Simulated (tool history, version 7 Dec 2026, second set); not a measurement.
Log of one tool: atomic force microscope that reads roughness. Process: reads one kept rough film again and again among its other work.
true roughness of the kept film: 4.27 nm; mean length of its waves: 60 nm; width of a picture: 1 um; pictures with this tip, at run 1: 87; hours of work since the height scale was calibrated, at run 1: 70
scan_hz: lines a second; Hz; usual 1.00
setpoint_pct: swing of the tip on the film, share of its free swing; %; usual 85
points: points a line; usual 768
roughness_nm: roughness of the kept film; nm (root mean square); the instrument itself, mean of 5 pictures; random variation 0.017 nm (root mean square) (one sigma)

run	hour	scan_hz	setpoint_pct	points	pictures with this tip	hours of work since the height scale was calibrated	roughness_nm
1	0.0	1.00	85	768	87	70	4.020
2	9.1	1.00	85	319	104	77	3.999
3	17.8	1.00	85	670	120	83	3.986
4	23.9	1.00	85	670	132	88	4.044
5	32.7	1.00	85	670	148	94	3.991
6	41.9	1.00	85	537	165	101	4.013
7	51.0	1.00	71	768	182	107	4.052
8	57.8	1.00	85	706	195	112	3.971
9	65.4	1.00	85	706	209	118	4.004
10	69.3	1.00	85	706	216	121	4.003
11	77.2	1.00	58	706	231	127	4.109
12	83.4	1.00	83	706	242	131	4.004
13	90.8	1.00	83	706	256	136	3.996
# hour 98.9: new tip fitted
14	99.7	2.70	65	410	1	142	4.025
15	107.4	0.71	83	421	16	148	4.087
16	115.6	1.58	78	953	31	154	3.977
17	121.2	2.68	82	720	41	158	3.791
18	125.2	0.86	63	781	49	161	4.116
19	130.6	1.00	85	595	59	165	4.005
20	136.2	1.05	71	261	69	169	4.056
21	140.8	0.78	71	768	78	172	4.161
22	144.8	0.54	75	786	85	175	4.116
23	150.1	0.54	75	786	95	179	4.149
24	159.1	1.00	85	352	111	186	3.958
25	163.2	1.78	85	352	119	189	3.881
26	166.9	1.41	85	348	126	192	3.928

How the hidden state differs across the entries between the runs, from the last listed run before each to the first after it:
Between runs 13 and 14: new tip fitted (hour 98.9)
  radius of the tip, nm: 5.5 -> 5
